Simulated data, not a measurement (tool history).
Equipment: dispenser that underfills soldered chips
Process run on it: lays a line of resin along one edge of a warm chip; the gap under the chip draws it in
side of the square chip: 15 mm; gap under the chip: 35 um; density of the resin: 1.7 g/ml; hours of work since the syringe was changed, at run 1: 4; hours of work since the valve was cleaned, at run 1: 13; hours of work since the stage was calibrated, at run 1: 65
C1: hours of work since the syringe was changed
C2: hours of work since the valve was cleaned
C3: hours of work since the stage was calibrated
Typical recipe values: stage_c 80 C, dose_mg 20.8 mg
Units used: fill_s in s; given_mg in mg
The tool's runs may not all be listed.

{"run": 1, "hour": 0.0, "stage_c": 80, "dose_mg": 20.8, "C1": 4, "C2": 13, "C3": 65, "fill_s": 533.9, "given_mg": 20.63}
{"hour": 2.6, "done": "new syringe of resin"}
{"run": 2, "hour": 7.9, "stage_c": 80, "dose_mg": 20.8, "C1": 4, "C2": 19, "C3": 71, "fill_s": 534.6, "given_mg": 20.77}
{"hour": 11.3, "done": "new syringe of resin"}
{"run": 3, "hour": 13.6, "stage_c": 80, "dose_mg": 20.8, "C1": 2, "C2": 24, "C3": 75, "fill_s": 459.8, "given_mg": 20.59}
{"hour": 19.4, "done": "new syringe of resin"}
{"run": 4, "hour": 19.9, "stage_c": 79, "dose_mg": 20.8, "C1": 0, "C2": 28, "C3": 80, "fill_s": 411.4, "given_mg": 20.57}
{"run": 5, "hour": 25.5, "stage_c": 79, "dose_mg": 20.8, "C1": 5, "C2": 33, "C3": 85, "fill_s": 582.7, "given_mg": 20.51}
{"hour": 27.4, "done": "new syringe of resin"}
{"run": 6, "hour": 30.9, "stage_c": 77, "dose_mg": 20.8, "C1": 3, "C2": 37, "C3": 89, "fill_s": 546.5, "given_mg": 20.5}
{"hour": 35.5, "done": "new syringe of resin"}
{"run": 7, "hour": 40.5, "stage_c": 76, "dose_mg": 20.8, "C1": 4, "C2": 44, "C3": 96, "fill_s": 607.3, "given_mg": 20.31}
{"hour": 44.0, "done": "new syringe of resin"}
{"run": 8, "hour": 45.8, "stage_c": 91, "dose_mg": 20.8, "C1": 1, "C2": 48, "C3": 100, "fill_s": 291.9, "given_mg": 20.34}
{"hour": 52.1, "done": "new syringe of resin"}
{"run": 9, "hour": 53.3, "stage_c": 91, "dose_mg": 20.8, "C1": 1, "C2": 54, "C3": 105, "fill_s": 282.1, "given_mg": 20.25}
{"hour": 60.4, "done": "new syringe of resin"}
{"run": 10, "hour": 61.1, "stage_c": 80, "dose_mg": 19.2, "C1": 1, "C2": 60, "C3": 111, "fill_s": 414.8, "given_mg": 18.75}
{"hour": 68.7, "done": "new syringe of resin"}
{"run": 11, "hour": 69.0, "stage_c": 93, "dose_mg": 23.2, "C1": 0, "C2": 65, "C3": 117, "fill_s": 247.1, "given_mg": 22.56}
{"run": 12, "hour": 75.7, "stage_c": 80, "dose_mg": 24.7, "C1": 6, "C2": 71, "C3": 123, "fill_s": 588.7, "given_mg": 24.01}
{"hour": 77.5, "done": "new syringe of resin"}
{"run": 13, "hour": 83.8, "stage_c": 91, "dose_mg": 26.0, "C1": 5, "C2": 77, "C3": 129, "fill_s": 395.5, "given_mg": 25.16}
{"hour": 85.4, "done": "new syringe of resin"}
{"hour": 89.5, "done": "dispensing valve cleaned and set on the balance"}
{"run": 14, "hour": 93.3, "stage_c": 78, "dose_mg": 26.3, "C1": 5, "C2": 3, "C3": 135, "fill_s": 652.1, "given_mg": 26.27}
{"hour": 94.6, "done": "new syringe of resin"}
{"run": 15, "hour": 100.4, "stage_c": 81, "dose_mg": 20.8, "C1": 5, "C2": 8, "C3": 140, "fill_s": 542.5, "given_mg": 20.79}
{"hour": 102.9, "done": "new syringe of resin"}
{"run": 16, "hour": 105.3, "stage_c": 81, "dose_mg": 20.8, "C1": 2, "C2": 12, "C3": 144, "fill_s": 434.8, "given_mg": 20.8}
{"hour": 111.5, "done": "new syringe of resin"}
{"run": 17, "hour": 112.4, "stage_c": 78, "dose_mg": 25.6, "C1": 1, "C2": 17, "C3": 149, "fill_s": 445.3, "given_mg": 25.52}
{"run": 18, "hour": 118.2, "stage_c": 77, "dose_mg": 24.5, "C1": 5, "C2": 22, "C3": 154, "fill_s": 654.5, "given_mg": 24.38}
{"hour": 119.4, "done": "new syringe of resin"}
{"run": 19, "hour": 124.9, "stage_c": 76, "dose_mg": 24.7, "C1": 4, "C2": 27, "C3": 159, "fill_s": 618.1, "given_mg": 24.41}
{"hour": 128.2, "done": "new syringe of resin"}
{"run": 20, "hour": 131.1, "stage_c": 85, "dose_mg": 25.8, "C1": 2, "C2": 31, "C3": 164, "fill_s": 393.7, "given_mg": 25.46}

Here are 5 independent what-if runs from the current tool condition. What would each one return?
{"hour": 136.3, "done": "new syringe of resin"}
{"run": "A", "hour": 140.4, "stage_c": 83, "dose_mg": 19.5, "C1": 3, "C2": 39, "C3": 171, "fill_s": "?", "given_mg": "?"}
{"hour": 136.3, "done": "new syringe of resin"}
{"run": "B", "hour": 140.4, "stage_c": 67, "dose_mg": 22.4, "C1": 3, "C2": 39, "C3": 171, "fill_s": "?", "given_mg": "?"}
{"hour": 136.3, "done": "new syringe of resin"}
{"run": "C", "hour": 140.4, "stage_c": 80, "dose_mg": 21.5, "C1": 3, "C2": 39, "C3": 171, "fill_s": "?", "given_mg": "?"}
{"hour": 136.3, "done": "new syringe of resin"}
{"run": "D", "hour": 140.4, "stage_c": 86, "dose_mg": 24.7, "C1": 3, "C2": 39, "C3": 171, "fill_s": "?", "given_mg": "?"}
{"hour": 136.3, "done": "new syringe of resin"}
{"run": "E", "hour": 140.4, "stage_c": 81, "dose_mg": 20.8, "C1": 3, "C2": 39, "C3": 171, "fill_s": "?", "given_mg": "?"}

run=A fill_s=462.6 given_mg=19.31
run=B fill_s=826.7 given_mg=22.08
run=C fill_s=523.2 given_mg=21.05
run=D fill_s=405.9 given_mg=24.33
run=E fill_s=504.1 given_mg=20.48
What these runs would have given with no unlogged condition in the tool:
run=A fill_s=344.7 given_mg=19.63
run=B fill_s=615.1 given_mg=22.46
run=C fill_s=390.1 given_mg=21.40
run=D fill_s=303.4 given_mg=24.73
run=E fill_s=375.8 given_mg=20.82

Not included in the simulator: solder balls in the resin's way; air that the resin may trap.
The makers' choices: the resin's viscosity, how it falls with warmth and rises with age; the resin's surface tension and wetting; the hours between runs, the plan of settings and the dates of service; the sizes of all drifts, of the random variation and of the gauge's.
